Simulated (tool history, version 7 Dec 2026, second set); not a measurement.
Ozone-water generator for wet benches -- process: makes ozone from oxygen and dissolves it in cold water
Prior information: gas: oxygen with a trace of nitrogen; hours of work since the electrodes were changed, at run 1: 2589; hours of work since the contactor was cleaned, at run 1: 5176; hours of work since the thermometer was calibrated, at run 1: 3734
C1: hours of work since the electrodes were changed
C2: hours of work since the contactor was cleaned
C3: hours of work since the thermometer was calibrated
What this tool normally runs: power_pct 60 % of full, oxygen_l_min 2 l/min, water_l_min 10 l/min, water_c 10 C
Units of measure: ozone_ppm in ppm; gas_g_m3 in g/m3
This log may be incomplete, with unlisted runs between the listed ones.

run 1 hour=0 | power_pct=60 oxygen_l_min=2 water_l_min=10 water_c=10 | C1=2589 C2=5176 C3=3734 | ozone_ppm=14.6 gas_g_m3=140.8
run 2 hour=84.4 | power_pct=60 oxygen_l_min=2 water_l_min=8 water_c=10 | C1=2651 C2=5238 C3=3796 | ozone_ppm=18 gas_g_m3=142
run 3 hour=155.3 | power_pct=60 oxygen_l_min=2 water_l_min=8 water_c=10 | C1=2703 C2=5290 C3=3848 | ozone_ppm=18.1 gas_g_m3=141.5
run 4 hour=197.4 | power_pct=60 oxygen_l_min=2 water_l_min=8 water_c=10 | C1=2734 C2=5321 C3=3879 | ozone_ppm=18.1 gas_g_m3=142
run 5 hour=275.5 | power_pct=60 oxygen_l_min=2 water_l_min=8 water_c=10 | C1=2791 C2=5378 C3=3937 | ozone_ppm=18.2 gas_g_m3=140.4
run 6 hour=360.4 | power_pct=60 oxygen_l_min=2 water_l_min=8 water_c=10 | C1=2853 C2=5440 C3=3999 | ozone_ppm=18.3 gas_g_m3=139.7
run 7 hour=425.2 | power_pct=60 oxygen_l_min=2 water_l_min=10 water_c=10 | C1=2901 C2=5488 C3=4046 | ozone_ppm=14.4 gas_g_m3=140.8
run 8 hour=465.6 | power_pct=60 oxygen_l_min=2 water_l_min=10 water_c=10 | C1=2930 C2=5518 C3=4076 | ozone_ppm=14.6 gas_g_m3=138.7
run 9 hour=524 | power_pct=61 oxygen_l_min=2.79 water_l_min=7 water_c=10 | C1=2973 C2=5561 C3=4119 | ozone_ppm=21.4 gas_g_m3=123.6
run 10 hour=564 | power_pct=43 oxygen_l_min=2.66 water_l_min=8 water_c=6 | C1=3003 C2=5590 C3=4148 | ozone_ppm=15.4 gas_g_m3=97.7
run 11 hour=655.6 | power_pct=82 oxygen_l_min=2.2 water_l_min=14 water_c=18 | C1=3070 C2=5657 C3=4216 | ozone_ppm=12.1 gas_g_m3=168.5
run 12 hour=735 | power_pct=82 oxygen_l_min=2.2 water_l_min=14 water_c=18 | C1=3128 C2=5715 C3=4274 | ozone_ppm=12.2 gas_g_m3=169.4
run 13 hour=788.2 | power_pct=90 oxygen_l_min=1.12 water_l_min=10 water_c=5 | C1=3167 C2=5754 C3=4313 | ozone_ppm=16.8 gas_g_m3=243.3
run 14 hour=845.4 | power_pct=42 oxygen_l_min=3.29 water_l_min=15 water_c=10 | C1=3209 C2=5797 C3=4355 | ozone_ppm=8.2 gas_g_m3=88.2

Alternative continuations, all from the tool just after run 14; predict every row:
run A hour=888.6 | power_pct=42 oxygen_l_min=3.29 water_l_min=6 water_c=8 | C1=3241 C2=5828 C3=4387 | ozone_ppm=? gas_g_m3=?
run B hour=888.6 | power_pct=42 oxygen_l_min=2.3 water_l_min=15 water_c=9 | C1=3241 C2=5828 C3=4387 | ozone_ppm=? gas_g_m3=?
run C hour=888.6 | power_pct=60 oxygen_l_min=2 water_l_min=9 water_c=10 | C1=3241 C2=5828 C3=4387 | ozone_ppm=? gas_g_m3=?

run=A ozone_ppm=18.6 gas_g_m3=86.5
run=B ozone_ppm=8 gas_g_m3=102
run=C ozone_ppm=15.9 gas_g_m3=140.4
Take away the tool's hidden state, keep each run's random variation, and the runs would have read:
run=A ozone_ppm=20.2 gas_g_m3=89.9
run=B ozone_ppm=9 gas_g_m3=106
run=C ozone_ppm=18 gas_g_m3=148.2
